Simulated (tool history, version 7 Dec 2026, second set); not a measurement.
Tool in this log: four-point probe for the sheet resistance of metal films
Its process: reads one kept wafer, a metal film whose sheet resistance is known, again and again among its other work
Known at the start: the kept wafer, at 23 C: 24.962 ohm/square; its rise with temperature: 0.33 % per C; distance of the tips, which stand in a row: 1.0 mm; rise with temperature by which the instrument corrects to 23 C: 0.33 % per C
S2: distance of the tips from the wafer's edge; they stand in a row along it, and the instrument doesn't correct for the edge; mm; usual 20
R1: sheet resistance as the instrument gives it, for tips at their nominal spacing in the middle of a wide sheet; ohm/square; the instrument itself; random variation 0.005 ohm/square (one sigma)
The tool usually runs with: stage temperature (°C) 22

{"run": 1, "hour": 0.0, "stage temperature (°C)": 22, "S2": 20, "R1": 24.816703}
{"run": 2, "hour": 23.4, "stage temperature (°C)": 22, "S2": 20, "R1": 24.817612}
{"run": 3, "hour": 46.9, "stage temperature (°C)": 22, "S2": 20, "R1": 24.820768}
{"run": 4, "hour": 58.6, "stage temperature (°C)": 22, "S2": 20, "R1": 24.823531}
{"run": 5, "hour": 76.3, "stage temperature (°C)": 31, "S2": 20, "R1": 24.815301}
{"run": 6, "hour": 94.1, "stage temperature (°C)": 22, "S2": 9, "R1": 24.947209}
{"run": 7, "hour": 120.6, "stage temperature (°C)": 22, "S2": 9, "R1": 24.955586}
{"run": 8, "hour": 137.5, "stage temperature (°C)": 22, "S2": 20, "R1": 24.817493}
{"run": 9, "hour": 157.5, "stage temperature (°C)": 22, "S2": 20, "R1": 24.816739}
{"run": 10, "hour": 180.9, "stage temperature (°C)": 22, "S2": 20, "R1": 24.821282}
{"run": 11, "hour": 203.3, "stage temperature (°C)": 22, "S2": 20, "R1": 24.82309}
{"run": 12, "hour": 225.0, "stage temperature (°C)": 22, "S2": 42, "R1": 24.795923}
{"run": 13, "hour": 238.2, "stage temperature (°C)": 22, "S2": 42, "R1": 24.796503}
{"run": 14, "hour": 251.4, "stage temperature (°C)": 31, "S2": 42, "R1": 24.782524}
{"run": 15, "hour": 278.3, "stage temperature (°C)": 22, "S2": 4, "R1": 25.596523}
{"run": 16, "hour": 297.6, "stage temperature (°C)": 22, "S2": 54, "R1": 24.784602}
{"run": 17, "hour": 312.6, "stage temperature (°C)": 22, "S2": 54, "R1": 24.787814}
{"run": 18, "hour": 335.0, "stage temperature (°C)": 22, "S2": 20, "R1": 24.807117}
{"run": 19, "hour": 347.8, "stage temperature (°C)": 22, "S2": 20, "R1": 24.821171}
{"run": 20, "hour": 366.8, "stage temperature (°C)": 22, "S2": 20, "R1": 24.81467}
{"run": 21, "hour": 381.7, "stage temperature (°C)": 22, "S2": 16, "R1": 24.836097}
{"run": 22, "hour": 395.4, "stage temperature (°C)": 22, "S2": 16, "R1": 24.827372}
{"run": 23, "hour": 414.2, "stage temperature (°C)": 22, "S2": 16, "R1": 24.812057}
{"run": 24, "hour": 437.3, "stage temperature (°C)": 22, "S2": 16, "R1": 24.824401}
{"run": 25, "hour": 461.0, "stage temperature (°C)": 35, "S2": 17, "R1": 24.815414}
{"run": 26, "hour": 481.9, "stage temperature (°C)": 19, "S2": 64, "R1": 24.767521}
{"run": 27, "hour": 509.8, "stage temperature (°C)": 19, "S2": 64, "R1": 24.764278}
{"run": 28, "hour": 537.5, "stage temperature (°C)": 30, "S2": 45, "R1": 24.773144}
{"run": 29, "hour": 551.9, "stage temperature (°C)": 30, "S2": 45, "R1": 24.768366}
{"run": 30, "hour": 580.2, "stage temperature (°C)": 20, "S2": 13, "R1": 24.832639}
{"run": 31, "hour": 595.2, "stage temperature (°C)": 31, "S2": 20, "R1": 24.803123}
{"run": 32, "hour": 614.8, "stage temperature (°C)": 31, "S2": 20, "R1": 24.792425}
{"run": 33, "hour": 633.8, "stage temperature (°C)": 22, "S2": 16, "R1": 24.802629}
{"run": 34, "hour": 658.3, "stage temperature (°C)": 24, "S2": 3, "R1": 26.14772}
{"run": 35, "hour": 677.3, "stage temperature (°C)": 19, "S2": 9, "R1": 24.917767}
{"run": 36, "hour": 697.5, "stage temperature (°C)": 19, "S2": 9, "R1": 24.915575}
{"run": 37, "hour": 718.0, "stage temperature (°C)": 21, "S2": 6, "R1": 25.120568}
{"run": 38, "hour": 744.2, "stage temperature (°C)": 22, "S2": 65, "R1": 24.765344}
{"run": 39, "hour": 762.1, "stage temperature (°C)": 24, "S2": 20, "R1": 24.786791}
{"run": 40, "hour": 784.7, "stage temperature (°C)": 34, "S2": 20, "R1": 24.791116}
{"run": 41, "hour": 808.5, "stage temperature (°C)": 25, "S2": 26, "R1": 24.772541}
{"run": 42, "hour": 832.8, "stage temperature (°C)": 32, "S2": 36, "R1": 24.759635}
{"run": 43, "hour": 851.9, "stage temperature (°C)": 32, "S2": 36, "R1": 24.763857}
{"run": 44, "hour": 864.3, "stage temperature (°C)": 32, "S2": 4, "R1": 25.553804}
{"run": 45, "hour": 877.9, "stage temperature (°C)": 32, "S2": 4, "R1": 25.555443}

Not shown: 2 entries that the log had between the listed runs. Between which runs, and how does the tool's hidden state differ before and after?
After run 18, before run 19: stage's thermometer calibrated (hour 337.4)
  inner tips' distance over the nominal, %: -0.715 -> -0.718; wafer's true temperature over the reading, C: 0.12 -> 0.15
  the result without the hidden state subtracted from the measured one, R1: -0.183544 -> -0.181454 ohm/square
After run 22, before run 23: stage's thermometer calibrated, once more (hour 399.0)
  inner tips' distance over the nominal, %: -0.729 -> -0.733; wafer's true temperature over the reading, C: 0.17 -> 0.04
  the result without the hidden state subtracted from the measured one, R1: -0.183334 -> -0.195292 ohm/square

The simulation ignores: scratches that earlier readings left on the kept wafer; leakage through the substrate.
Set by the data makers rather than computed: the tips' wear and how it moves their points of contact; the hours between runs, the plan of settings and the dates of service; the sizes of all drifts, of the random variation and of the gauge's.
